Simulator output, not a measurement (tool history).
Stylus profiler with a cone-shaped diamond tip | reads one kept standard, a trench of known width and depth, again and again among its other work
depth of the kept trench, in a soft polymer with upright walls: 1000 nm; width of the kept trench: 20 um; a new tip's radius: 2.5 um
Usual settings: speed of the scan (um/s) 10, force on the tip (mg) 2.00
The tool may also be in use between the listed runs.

run,hour,speed of the scan (um/s),force on the tip (mg),depth of the trench (angstrom),width of the trench's floor (um)
1,0.0,10,2.00,10063.2,15.66
2,9.7,10,2.00,10064.6,15.68
3,24.6,10,2.00,10063.7,15.62
4,39.9,10,2.00,10065.5,15.64
5,52.2,10,4.68,10118.2,15.63
6,68.8,9,4.68,10119.2,15.59
7,87.0,9,4.68,10118.6,15.59
8,99.9,9,4.68,10117.7,15.59
9,115.2,9,4.68,10118.4,15.59
10,132.8,9,4.68,10118.4,15.53
11,141.5,9,4.68,10117.9,15.57
# hour 142.9: height scale calibrated on a step standard
12,155.1,26,2.94,10081.8,15.50
13,169.1,4,4.37,10111.5,15.55
14,187.3,14,4.37,10111.8,15.51
15,196.0,36,5.19,10121.7,15.48
16,205.3,38,1.39,10044.2,15.36
# hour 222.2: height scale calibrated on a step standard, once more
17,222.6,6,1.33,10052.9,15.53
18,235.0,6,1.33,10048.7,15.55
19,249.8,6,1.33,10050.5,15.46

Forecast each of these 3 alternatives for the next run:
A,266.1,10,4.80,?,?
B,266.1,6,0.73,?,?
C,266.1,10,5.05,?,?

run,depth of the trench (angstrom),width of the trench's floor (um)
A,10123.1,15.51
B,10033.8,15.44
C,10127.2,15.47
Without the tool's hidden state the same runs would have given:
run,depth of the trench (angstrom),width of the trench's floor (um)
A,10127.1,16.01
B,10037.8,15.94
C,10131.2,15.97
